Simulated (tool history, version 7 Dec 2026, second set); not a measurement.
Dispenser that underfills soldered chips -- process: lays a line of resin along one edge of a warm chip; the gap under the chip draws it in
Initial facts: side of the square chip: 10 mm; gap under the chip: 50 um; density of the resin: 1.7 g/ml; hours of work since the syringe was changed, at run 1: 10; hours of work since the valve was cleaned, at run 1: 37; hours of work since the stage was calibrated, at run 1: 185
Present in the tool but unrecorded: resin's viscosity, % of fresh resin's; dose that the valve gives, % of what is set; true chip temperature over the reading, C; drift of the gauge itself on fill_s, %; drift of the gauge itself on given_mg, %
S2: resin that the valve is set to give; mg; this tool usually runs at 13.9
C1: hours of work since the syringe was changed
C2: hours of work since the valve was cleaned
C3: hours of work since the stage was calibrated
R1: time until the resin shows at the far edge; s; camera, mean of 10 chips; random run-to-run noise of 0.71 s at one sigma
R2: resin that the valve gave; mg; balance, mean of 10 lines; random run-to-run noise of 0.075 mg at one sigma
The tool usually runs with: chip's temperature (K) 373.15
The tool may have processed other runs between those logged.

Run 1, day 0.000: usual settings; C1 10; C2 37; C3 185. Result: R1 140.8 s, R2 13.34 mg.
At day 0.108: new syringe of resin.
Run 2, day 0.379: usual settings but S2 14.7 mg; C1 5; C2 44; C3 192. Result: R1 99.2 s, R2 14.17 mg.
Run 3, day 0.650: usual settings but S2 12.1 mg; C1 10; C2 49; C3 197. Result: R1 153.7 s, R2 11.55 mg.
At day 0.738: new syringe of resin.
Run 4, day 1.038: usual settings but S2 12.1 mg; C1 6; C2 56; C3 204. Result: R1 104.5 s, R2 11.45 mg.
Run 5, day 1.258: usual settings but S2 12.1 mg; C1 10; C2 60; C3 208. Result: R1 141.1 s, R2 11.57 mg.
At day 1.346: new syringe of resin.
Run 6, day 1.504: usual settings but S2 12.1 mg; C1 3; C2 64; C3 213. Result: R1 88.1 s, R2 11.39 mg.
Run 7, day 1.817: usual settings but S2 12.1 mg; C1 9; C2 70; C3 218. Result: R1 139.1 s, R2 11.39 mg.
At day 1.988: new syringe of resin.
Run 8, day 2.017: usual settings but S2 17.0 mg; C1 1; C2 73; C3 222. Result: R1 67.6 s, R2 15.88 mg.
Run 9, day 2.221: usual settings but S2 17.0 mg; C1 4; C2 77; C3 226. Result: R1 93.4 s, R2 15.79 mg.
Run 10, day 2.433: usual settings but S2 17.0 mg; C1 8; C2 81; C3 230. Result: R1 124.7 s, R2 15.73 mg.
At day 2.596: new syringe of resin.
Run 11, day 2.654: usual settings but S2 17.0 mg; C1 1; C2 85; C3 233. Result: R1 71.0 s, R2 15.70 mg.
At day 2.762: dispensing valve cleaned and set on the balance.
Run 12, day 3.017: usual settings but S2 17.0 mg; C1 7; C2 5; C3 239. Result: R1 110.0 s, R2 17.09 mg.
At day 3.271: new syringe of resin.
Run 13, day 3.450: usual settings; C1 3; C2 13; C3 247. Result: R1 88.1 s, R2 13.69 mg.
Run 14, day 3.758: usual settings; C1 9; C2 18; C3 253. Result: R1 136.5 s, R2 13.68 mg.
At day 3.888: new syringe of resin.
Run 15, day 3.958: usual settings but chip's temperature (K) 363.15; C1 1; C2 22; C3 256. Result: R1 98.7 s, R2 13.59 mg.
Run 16, day 4.279: usual settings but chip's temperature (K) 363.15; C1 7; C2 28; C3 262. Result: R1 159.0 s, R2 13.58 mg.
At day 4.504: new syringe of resin.
Run 17, day 4.733: usual settings; C1 4; C2 36; C3 271. Result: R1 91.3 s, R2 13.43 mg.
At day 5.108: new syringe of resin.
Run 18, day 5.112: usual settings; C1 0; C2 43; C3 277. Result: R1 69.1 s, R2 13.30 mg.
Run 19, day 5.454: usual settings but S2 14.7 mg; C1 6; C2 49; C3 284. Result: R1 110.6 s, R2 13.88 mg.
Run 20, day 5.646: usual settings but S2 14.7 mg; C1 10; C2 53; C3 287. Result: R1 147.1 s, R2 13.98 mg.
At day 5.712: new syringe of resin.
Run 21, day 6.000: usual settings but chip's temperature (K) 370.15, S2 12.8 mg; C1 5; C2 59; C3 294. Result: R1 109.8 s, R2 12.08 mg.
At day 6.354: new syringe of resin.
Run 22, day 6.417: usual settings but chip's temperature (K) 387.15; C1 1; C2 67; C3 301. Result: R1 50.7 s, R2 13.06 mg.
Run 23, day 6.654: usual settings but chip's temperature (K) 366.15, S2 16.0 mg; C1 6; C2 71; C3 306. Result: R1 128.7 s, R2 14.95 mg.
Run 24, day 6.912: usual settings but chip's temperature (K) 366.15, S2 16.0 mg; C1 10; C2 76; C3 310. Result: R1 185.4 s, R2 14.92 mg.
At day 6.983: new syringe of resin.
Run 25, day 7.212: usual settings but chip's temperature (K) 375.15, S2 15.8 mg; C1 4; C2 81; C3 316. Result: R1 90.5 s, R2 14.62 mg.
At day 7.538: dispensing valve cleaned and set on the balance.
Run 26, day 7.579: usual settings but chip's temperature (K) 370.15, S2 15.5 mg; C1 10; C2 1; C3 322. Result: R1 163.8 s, R2 15.52 mg.
At day 7.629: new syringe of resin.
Run 27, day 7.817: usual settings but chip's temperature (K) 370.15, S2 15.5 mg; C1 3; C2 5; C3 326. Result: R1 95.7 s, R2 15.43 mg.
Run 28, day 8.008: usual settings but chip's temperature (K) 364.15, S2 15.5 mg; C1 7; C2 9; C3 329. Result: R1 148.8 s, R2 15.32 mg.
At day 8.262: new syringe of resin.
Run 29, day 8.292: usual settings but chip's temperature (K) 364.15, S2 15.5 mg; C1 0; C2 14; C3 334. Result: R1 90.3 s, R2 15.37 mg.
Run 30, day 8.529: usual settings but chip's temperature (K) 364.15, S2 15.5 mg; C1 5; C2 18; C3 339. Result: R1 127.3 s, R2 15.24 mg.
Run 31, day 8.838: usual settings but chip's temperature (K) 377.15, S2 15.3 mg; C1 11; C2 24; C3 345. Result: R1 136.3 s, R2 14.93 mg.
At day 8.871: new syringe of resin.
Run 32, day 9.279: usual settings but chip's temperature (K) 370.15, S2 15.3 mg; C1 8; C2 32; C3 353. Result: R1 134.3 s, R2 14.76 mg.
At day 9.492: new syringe of resin.
Run 33, day 9.550: usual settings but chip's temperature (K) 370.15, S2 15.3 mg; C1 1; C2 36; C3 357. Result: R1 78.5 s, R2 14.85 mg.
Run 34, day 9.929: usual settings but chip's temperature (K) 384.15, S2 13.6 mg; C1 8; C2 44; C3 364. Result: R1 95.0 s, R2 13.12 mg.
At day 10.112: new syringe of resin.
Run 35, day 10.154: usual settings but chip's temperature (K) 360.15, S2 13.1 mg; C1 1; C2 47; C3 368. Result: R1 104.8 s, R2 12.49 mg.

Below are 4 alternative next runs, each starting from the tool's condition after run 35. Predict each:
Run A, day 10.467: usual settings but chip's temperature (K) 385.15, S2 17.2 mg; C1 7; C2 53; C3 374. Result: R1 ?, R2 ?.
Run B, day 10.467: usual settings but chip's temperature (K) 360.15, S2 16.5 mg; C1 7; C2 53; C3 374. Result: R1 ?, R2 ?.
Run C, day 10.467: usual settings but chip's temperature (K) 384.15, S2 13.5 mg; C1 7; C2 53; C3 374. Result: R1 ?, R2 ?.
Run D, day 10.467: usual settings but chip's temperature (K) 367.15, S2 15.8 mg; C1 7; C2 53; C3 374. Result: R1 ?, R2 ?.

run     R1     R2
  A   79.2  16.37
  B  160.3  15.62
  C   82.4  12.83
  D  129.9  14.87
Without the tool's unlogged condition, the same runs would have read:
run    R1     R2
  A  46.4  17.29
  B  93.4  16.50
  C  48.0  13.55
  D  75.7  15.71

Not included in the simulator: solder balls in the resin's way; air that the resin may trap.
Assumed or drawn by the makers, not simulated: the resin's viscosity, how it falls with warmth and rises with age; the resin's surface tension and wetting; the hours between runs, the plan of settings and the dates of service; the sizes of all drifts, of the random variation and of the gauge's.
